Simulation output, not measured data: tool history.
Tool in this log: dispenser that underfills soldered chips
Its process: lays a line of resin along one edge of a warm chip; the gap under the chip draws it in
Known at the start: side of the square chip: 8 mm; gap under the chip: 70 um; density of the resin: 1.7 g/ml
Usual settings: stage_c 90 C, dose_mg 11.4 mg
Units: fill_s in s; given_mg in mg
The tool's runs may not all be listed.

{"run": 1, "hour": 0.0, "stage_c": 90, "dose_mg": 11.4, "fill_s": 21.1, "given_mg": 11.18}
{"run": 2, "hour": 3.0, "stage_c": 90, "dose_mg": 11.4, "fill_s": 23.5, "given_mg": 10.99}
{"run": 3, "hour": 7.8, "stage_c": 90, "dose_mg": 11.4, "fill_s": 29.2, "given_mg": 10.91}
{"hour": 8.9, "done": "new syringe of resin"}
{"run": 4, "hour": 10.9, "stage_c": 90, "dose_mg": 11.4, "fill_s": 21.1, "given_mg": 10.89}
{"run": 5, "hour": 16.5, "stage_c": 90, "dose_mg": 11.4, "fill_s": 26, "given_mg": 10.87}
{"hour": 20.1, "done": "new syringe of resin"}
{"run": 6, "hour": 22.7, "stage_c": 90, "dose_mg": 11.7, "fill_s": 21.6, "given_mg": 11.25}
{"run": 7, "hour": 25.6, "stage_c": 90, "dose_mg": 11.4, "fill_s": 24.4, "given_mg": 10.86}
{"hour": 31.2, "done": "new syringe of resin"}
{"run": 8, "hour": 31.2, "stage_c": 82, "dose_mg": 11.4, "fill_s": 27.7, "given_mg": 10.83}
{"run": 9, "hour": 35.2, "stage_c": 82, "dose_mg": 11.4, "fill_s": 33.7, "given_mg": 10.8}
{"run": 10, "hour": 41.4, "stage_c": 98, "dose_mg": 11.4, "fill_s": 20.4, "given_mg": 10.81}
{"hour": 42.3, "done": "new syringe of resin"}
{"run": 11, "hour": 46.7, "stage_c": 92, "dose_mg": 11.4, "fill_s": 22, "given_mg": 10.83}
{"run": 12, "hour": 51.0, "stage_c": 92, "dose_mg": 11.4, "fill_s": 26.4, "given_mg": 10.93}
{"hour": 53.3, "done": "new syringe of resin"}
{"run": 13, "hour": 57.0, "stage_c": 92, "dose_mg": 11.4, "fill_s": 20.1, "given_mg": 10.8}
{"run": 14, "hour": 61.4, "stage_c": 90, "dose_mg": 11.4, "fill_s": 27.6, "given_mg": 10.67}
{"hour": 64.6, "done": "new syringe of resin"}
{"run": 15, "hour": 67.2, "stage_c": 99, "dose_mg": 11.4, "fill_s": 15.2, "given_mg": 10.62}
{"hour": 68.7, "done": "dispensing valve cleaned and set on the balance"}
{"run": 16, "hour": 71.2, "stage_c": 90, "dose_mg": 11.4, "fill_s": 23.7, "given_mg": 11.3}
{"hour": 76.8, "done": "new syringe of resin"}
{"run": 17, "hour": 77.0, "stage_c": 90, "dose_mg": 11.4, "fill_s": 20, "given_mg": 11.43}
{"run": 18, "hour": 80.4, "stage_c": 90, "dose_mg": 11.4, "fill_s": 22.7, "given_mg": 11.39}
{"run": 19, "hour": 85.5, "stage_c": 90, "dose_mg": 11.4, "fill_s": 27.6, "given_mg": 11.23}
{"hour": 88.0, "done": "new syringe of resin"}
{"run": 20, "hour": 91.0, "stage_c": 90, "dose_mg": 11.4, "fill_s": 21.7, "given_mg": 11.34}
{"run": 21, "hour": 95.2, "stage_c": 100, "dose_mg": 11.4, "fill_s": 16.9, "given_mg": 11.18}
{"hour": 99.5, "done": "new syringe of resin"}
{"run": 22, "hour": 101.1, "stage_c": 82, "dose_mg": 9.8, "fill_s": 30.5, "given_mg": 9.53}
{"run": 23, "hour": 106.2, "stage_c": 101, "dose_mg": 12.8, "fill_s": 15.6, "given_mg": 12.51}
{"run": 24, "hour": 110.0, "stage_c": 82, "dose_mg": 10, "fill_s": 45.4, "given_mg": 9.8}
{"hour": 110.7, "done": "new syringe of resin"}
{"run": 25, "hour": 115.9, "stage_c": 103, "dose_mg": 12.1, "fill_s": 13.7, "given_mg": 11.91}
{"run": 26, "hour": 120.7, "stage_c": 103, "dose_mg": 12.1, "fill_s": 16.8, "given_mg": 11.68}
{"hour": 121.8, "done": "new syringe of resin"}
{"run": 27, "hour": 123.7, "stage_c": 91, "dose_mg": 9.7, "fill_s": 21.6, "given_mg": 9.39}
{"run": 28, "hour": 129.8, "stage_c": 91, "dose_mg": 9.7, "fill_s": 28.2, "given_mg": 9.36}
{"hour": 133.0, "done": "new syringe of resin"}
{"run": 29, "hour": 135.6, "stage_c": 76, "dose_mg": 10.4, "fill_s": 42.3, "given_mg": 9.98}
{"run": 30, "hour": 141.5, "stage_c": 76, "dose_mg": 10.4, "fill_s": 55.7, "given_mg": 10.08}
{"hour": 144.1, "done": "new syringe of resin"}
{"run": 31, "hour": 145.5, "stage_c": 96, "dose_mg": 13.5, "fill_s": 15.6, "given_mg": 12.97}
{"run": 32, "hour": 148.3, "stage_c": 102, "dose_mg": 14.2, "fill_s": 13.5, "given_mg": 13.44}
{"run": 33, "hour": 151.9, "stage_c": 102, "dose_mg": 14.2, "fill_s": 15.5, "given_mg": 13.52}
{"hour": 155.1, "done": "new syringe of resin"}
{"run": 34, "hour": 155.1, "stage_c": 102, "dose_mg": 14.2, "fill_s": 11.6, "given_mg": 13.51}
{"run": 35, "hour": 157.8, "stage_c": 102, "dose_mg": 14.2, "fill_s": 12.5, "given_mg": 13.63}

Hidden state or all else? Some run-to-run changes of fill_s, split into what the settings, what came in and random variation would give without the hidden state, and what is left for the hidden state (with any gauge scatter that isn't in both results):
Hidden state at play: resin's viscosity, % of fresh resin's; dose that the valve gives, % of what is set; true chip temperature over the reading, C; drift of the gauge itself on fill_s, %; drift of the gauge itself on given_mg, %.
Run 23 -> 24: stage_c 101 -> 82, dose_mg 12.8 -> 10. fill_s +29.8 s: hidden state +13.2, all else +16.6.
Run 24 -> 25: stage_c 82 -> 103, dose_mg 10 -> 12.1, new syringe of resin. fill_s -31.7 s: hidden state -14.1, all else -17.6.
Run 30 -> 31: stage_c 76 -> 96, dose_mg 10.4 -> 13.5, new syringe of resin. fill_s -40.1 s: hidden state -16.6, all else -23.5.

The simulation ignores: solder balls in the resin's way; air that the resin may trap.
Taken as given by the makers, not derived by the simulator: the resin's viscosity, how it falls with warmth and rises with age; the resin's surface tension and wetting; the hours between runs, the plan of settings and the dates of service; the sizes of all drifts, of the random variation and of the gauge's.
